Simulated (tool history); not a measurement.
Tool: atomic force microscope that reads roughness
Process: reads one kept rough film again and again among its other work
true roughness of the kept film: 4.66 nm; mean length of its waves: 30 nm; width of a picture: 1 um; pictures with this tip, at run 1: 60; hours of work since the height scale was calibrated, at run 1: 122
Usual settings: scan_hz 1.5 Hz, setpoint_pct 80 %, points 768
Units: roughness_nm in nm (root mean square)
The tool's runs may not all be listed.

| run | hour | scan_hz | setpoint_pct | points | pictures with this tip | hours of work since the height scale was calibrated | roughness_nm |
|---|---|---|---|---|---|---|---|
| 1 | 0 | 1.5 | 80 | 768 | 60 | 122 | 3.508 |
| 2 | 10.2 | 1.5 | 80 | 768 | 68 | 126 | 3.463 |
| 3 | 20.1 | 1.5 | 80 | 689 | 75 | 130 | 3.404 |
| 4 | 30.9 | 1.65 | 80 | 768 | 82 | 135 | 3.353 |
| 5 | 41.8 | 1.65 | 80 | 768 | 90 | 139 | 3.314 |
| 6 | 47.9 | 1.5 | 66 | 768 | 94 | 142 | 3.493 |
| 7 | 56.6 | 1.56 | 80 | 768 | 100 | 145 | 3.318 |
| 8 | 68.2 | 1.56 | 80 | 768 | 108 | 150 | 3.256 |
| 9 | 79.5 | 1.5 | 80 | 768 | 116 | 155 | 3.248 |
| 10 | 85.2 | 1.5 | 80 | 545 | 120 | 157 | 3.213 |
| 11 | 96.1 | 1.5 | 80 | 545 | 128 | 161 | 3.183 |
| 12 | 108.4 | 1.5 | 80 | 768 | 137 | 167 | 3.159 |
|  | 110.1 | height scale calibrated on a step standard |
| 13 | 116.6 | 2.05 | 80 | 887 | 142 | 3 | 3.036 |
| 14 | 124.2 | 2.05 | 80 | 887 | 147 | 6 | 3.019 |
| 15 | 132.7 | 2.05 | 80 | 454 | 153 | 9 | 3.011 |
| 16 | 139.6 | 0.84 | 74 | 516 | 158 | 12 | 3.219 |
| 17 | 146.2 | 2.07 | 74 | 969 | 162 | 15 | 3.06 |
| 18 | 156.7 | 2.07 | 74 | 969 | 170 | 19 | 3.035 |
|  | 165.5 | height scale calibrated on a step standard, once more |
| 19 | 169.7 | 2.07 | 74 | 969 | 178 | 2 | 2.97 |
| 20 | 182.1 | 0.63 | 84 | 604 | 187 | 7 | 3.072 |
|  | 185.6 | new tip fitted |
| 21 | 187.6 | 0.63 | 84 | 604 | 1 | 9 | 4.02 |
| 22 | 199.4 | 1.96 | 63 | 372 | 10 | 14 | 3.909 |
| 23 | 209.1 | 1.26 | 80 | 768 | 16 | 18 | 3.818 |
| 24 | 215.6 | 1.5 | 65 | 536 | 21 | 20 | 3.908 |

4 ways to go on from here, each from the tool as it stands after run 24. What would each give?
| A | 227.5 | 0.74 | 81 | 768 | 29 | 25 | ? |
| B | 227.5 | 1.5 | 65 | 271 | 29 | 25 | ? |
| C | 227.5 | 1.06 | 88 | 456 | 29 | 25 | ? |
| D | 227.5 | 0.99 | 63 | 768 | 29 | 25 | ? |

| run | roughness_nm |
|---|---|
| A | 3.828 |
| B | 3.836 |
| C | 3.671 |
| D | 3.93 |
Without the tool's hidden state the same runs would have given:
| run | roughness_nm |
|---|---|
| A | 4.018 |
| B | 4.026 |
| C | 3.853 |
| D | 4.125 |

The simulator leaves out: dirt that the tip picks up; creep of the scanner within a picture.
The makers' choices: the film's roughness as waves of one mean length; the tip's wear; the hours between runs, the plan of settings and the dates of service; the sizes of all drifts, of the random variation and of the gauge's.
